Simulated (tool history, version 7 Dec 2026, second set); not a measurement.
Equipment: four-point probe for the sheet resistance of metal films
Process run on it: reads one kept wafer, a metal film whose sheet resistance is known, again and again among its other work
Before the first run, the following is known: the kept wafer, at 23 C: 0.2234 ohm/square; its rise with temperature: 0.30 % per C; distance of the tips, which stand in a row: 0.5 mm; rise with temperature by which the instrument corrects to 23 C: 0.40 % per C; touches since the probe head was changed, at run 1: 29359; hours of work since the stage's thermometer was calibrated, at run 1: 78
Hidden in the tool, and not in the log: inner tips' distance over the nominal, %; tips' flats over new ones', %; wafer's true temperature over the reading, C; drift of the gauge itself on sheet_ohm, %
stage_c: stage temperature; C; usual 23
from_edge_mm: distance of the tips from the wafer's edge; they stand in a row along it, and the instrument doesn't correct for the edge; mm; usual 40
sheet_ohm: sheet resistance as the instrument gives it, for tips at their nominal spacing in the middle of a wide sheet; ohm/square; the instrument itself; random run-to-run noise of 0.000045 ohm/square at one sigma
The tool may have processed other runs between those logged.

run,hour,stage_c,from_edge_mm,touches since the probe head was changed,hours of work since the stage's thermometer was calibrated,sheet_ohm
1,0.0,23,40,29359,78,0.223425
2,11.6,23,40,29598,83,0.223472
3,18.3,23,40,29734,86,0.223406
4,33.6,19,40,30048,93,0.224326
5,42.5,19,40,30230,97,0.224252
6,51.5,19,40,30416,101,0.224321
7,65.6,23,7,30705,107,0.224028
8,76.5,23,7,30929,112,0.224045
9,89.7,23,73,31198,117,0.223444
10,104.2,23,6,31496,124,0.224291
11,115.9,23,40,31736,129,0.223418
12,123.0,23,40,31883,132,0.223380
13,130.3,22,40,32032,135,0.223611
14,140.2,22,40,32236,139,0.223662
15,156.0,22,40,32559,146,0.223601
16,171.7,22,40,32881,153,0.223605
17,178.6,22,10,33023,156,0.223872
18,186.8,22,10,33191,160,0.223917
19,196.4,22,10,33387,164,0.223837
20,205.1,22,5,33566,168,0.224863
21,212.8,23,8,33725,171,0.223912
22,225.0,23,8,33974,176,0.223897
23,233.6,21,9,34151,180,0.224251

Predict the results of run 24:
24,243.3,28,10,34349,184,?

sheet_ohm: 0.222656 ohm/square
With no hidden state in the tool, this same run would have given sheet_ohm 0.222639 ohm/square.
